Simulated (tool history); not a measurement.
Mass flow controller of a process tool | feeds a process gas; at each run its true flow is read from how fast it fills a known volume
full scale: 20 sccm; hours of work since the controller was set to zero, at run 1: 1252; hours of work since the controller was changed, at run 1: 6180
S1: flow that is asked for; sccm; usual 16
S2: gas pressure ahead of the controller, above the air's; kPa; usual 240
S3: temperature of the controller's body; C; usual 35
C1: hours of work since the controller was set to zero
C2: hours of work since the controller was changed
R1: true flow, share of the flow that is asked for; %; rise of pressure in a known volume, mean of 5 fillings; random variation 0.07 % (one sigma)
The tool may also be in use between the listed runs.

| run | hour | S1 | S2 | S3 | C1 | C2 | R1 |
|---|---|---|---|---|---|---|---|
| 1 | 0.0 | 16 | 240 | 35 | 1252 | 6180 | 99.31 |
| 2 | 275.9 | 16 | 240 | 35 | 1371 | 6300 | 99.06 |
| 3 | 472.3 | 16 | 240 | 35 | 1456 | 6385 | 99.05 |
| 4 | 795.9 | 16 | 240 | 35 | 1596 | 6525 | 99.24 |
| 5 | 1195.2 | 16 | 240 | 35 | 1769 | 6698 | 98.95 |
| 6 | 1572.5 | 16 | 191 | 35 | 1932 | 6861 | 98.76 |
| 7 | 1952.0 | 16 | 191 | 35 | 2096 | 7025 | 98.82 |
| 8 | 2204.0 | 16 | 240 | 33 | 2205 | 7134 | 99.01 |
| 9 | 2512.0 | 16 | 240 | 33 | 2338 | 7267 | 98.85 |
| 10 | 2900.1 | 16 | 240 | 33 | 2506 | 7435 | 98.92 |
| 11 | 3125.9 | 16 | 240 | 37 | 2604 | 7533 | 98.83 |
| 12 | 3375.4 | 16 | 240 | 37 | 2712 | 7641 | 98.69 |
| 13 | 3637.6 | 16 | 240 | 35 | 2825 | 7754 | 98.72 |
| 14 | 3815.2 | 16 | 240 | 35 | 2902 | 7831 | 98.65 |
| 15 | 4232.6 | 16 | 240 | 30 | 3083 | 8011 | 98.81 |
| 16 | 4659.1 | 16 | 240 | 30 | 3267 | 8196 | 98.62 |
| 17 | 4932.2 | 16 | 200 | 35 | 3385 | 8314 | 98.45 |
| 18 | 5220.7 | 16 | 200 | 35 | 3510 | 8439 | 98.31 |
|  | 5261.2 | controller exchanged for a calibrated one |
| 19 | 5522.7 | 16 | 240 | 35 | 113 | 113 | 98.35 |
| 20 | 5824.2 | 16 | 240 | 35 | 244 | 244 | 98.59 |
| 21 | 6236.4 | 16 | 240 | 35 | 422 | 422 | 98.41 |
| 22 | 6518.4 | 16 | 240 | 35 | 544 | 544 | 98.39 |
| 23 | 6828.0 | 16 | 240 | 35 | 678 | 678 | 98.27 |
| 24 | 7026.2 | 16 | 240 | 35 | 764 | 764 | 98.35 |
| 25 | 7201.5 | 16 | 153 | 35 | 839 | 839 | 97.91 |
| 26 | 7435.8 | 16 | 245 | 28 | 941 | 941 | 98.49 |
| 27 | 7698.3 | 11 | 270 | 22 | 1054 | 1054 | 97.96 |
| 28 | 8000.9 | 13 | 267 | 36 | 1185 | 1185 | 97.57 |
| 29 | 8374.4 | 13 | 267 | 36 | 1347 | 1347 | 97.67 |
| 30 | 8573.5 | 16 | 240 | 34 | 1433 | 1433 | 98.05 |
| 31 | 8983.4 | 16 | 147 | 32 | 1610 | 1610 | 97.77 |
| 32 | 9395.2 | 16 | 147 | 32 | 1788 | 1788 | 97.73 |
| 33 | 9649.5 | 16 | 160 | 25 | 1898 | 1898 | 97.97 |
| 34 | 9894.8 | 16 | 160 | 25 | 2004 | 2004 | 97.84 |
| 35 | 10102.3 | 3 | 160 | 31 | 2094 | 2094 | 95.74 |
| 36 | 10458.3 | 6 | 151 | 33 | 2248 | 2248 | 95.99 |
|  | 10684.3 | gauge calibrated |
| 37 | 10792.6 | 6 | 151 | 24 | 2393 | 2393 | 97.64 |
| 38 | 11197.2 | 14 | 203 | 25 | 2568 | 2568 | 99.03 |
| 39 | 11542.4 | 16 | 240 | 27 | 2717 | 2717 | 99.45 |
| 40 | 11870.2 | 20 | 240 | 23 | 2859 | 2859 | 100.06 |
| 41 | 12065.2 | 2 | 230 | 35 | 2943 | 2943 | 96.80 |
| 42 | 12305.7 | 15 | 197 | 40 | 3047 | 3047 | 98.45 |
| 43 | 12711.7 | 15 | 197 | 40 | 3223 | 3223 | 98.41 |
| 44 | 13033.7 | 16 | 262 | 35 | 3362 | 3362 | 99.02 |
| 45 | 13247.5 | 16 | 240 | 29 | 3455 | 3455 | 99.11 |
| 46 | 13530.0 | 9 | 240 | 29 | 3577 | 3577 | 97.98 |
| 47 | 13909.5 | 12 | 164 | 22 | 3741 | 3741 | 98.25 |
| 48 | 14249.9 | 12 | 164 | 22 | 3888 | 3888 | 98.15 |
| 49 | 14494.1 | 12 | 217 | 32 | 3994 | 3994 | 98.05 |

Forecast each of these 3 alternatives for the next run:
| A | 14811.6 | 4 | 194 | 26 | 4131 | 4131 | ? |
| B | 14811.6 | 5 | 240 | 27 | 4131 | 4131 | ? |
| C | 14811.6 | 12 | 217 | 33 | 4131 | 4131 | ? |

| run | R1 |
|---|---|
| A | 96.83 |
| B | 97.28 |
| C | 98.01 |
Without the tool's hidden state the same runs would have given:
| run | R1 |
|---|---|
| A | 97.36 |
| B | 97.82 |
| C | 98.56 |
